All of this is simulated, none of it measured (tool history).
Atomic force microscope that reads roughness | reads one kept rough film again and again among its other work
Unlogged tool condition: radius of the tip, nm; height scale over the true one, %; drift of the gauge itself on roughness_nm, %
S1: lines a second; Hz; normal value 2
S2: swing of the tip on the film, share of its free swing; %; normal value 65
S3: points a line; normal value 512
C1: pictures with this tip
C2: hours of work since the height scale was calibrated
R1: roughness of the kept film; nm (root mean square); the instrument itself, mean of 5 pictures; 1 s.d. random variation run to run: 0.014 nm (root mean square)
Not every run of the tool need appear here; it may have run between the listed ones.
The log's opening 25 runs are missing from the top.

run	hour	S1	S2	S3	C1	C2	R1
26	175.7	0.62	64	802	52	11	4.049
27	180.5	0.62	64	858	58	14	4.038
28	189.1	0.62	64	858	70	18	4.007
29	196.7	0.62	64	858	81	21	3.927
30	204.7	0.55	64	829	92	25	3.931
# hour 206.2: new tip fitted
31	209.9	0.89	58	270	5	28	4.146
32	217.9	0.89	89	270	16	31	3.66
33	222.5	0.74	60	665	22	33	4.128
34	230.5	0.74	60	665	33	37	4.084

Below are 5 alternative next runs, each starting from the tool's condition after run 34. Predict each:
A	237.3	1.75	71	534	43	41	?
B	237.3	0.74	60	257	43	41	?
C	237.3	0.65	60	836	43	41	?
D	237.3	0.67	61	575	43	41	?
E	237.3	2.41	65	512	43	41	?

run	R1
A	3.723
B	4.033
C	4.08
D	4.066
E	3.737
With no hidden state in the tool, these same runs would have given:
run	R1
A	3.853
B	4.174
C	4.222
D	4.208
E	3.867
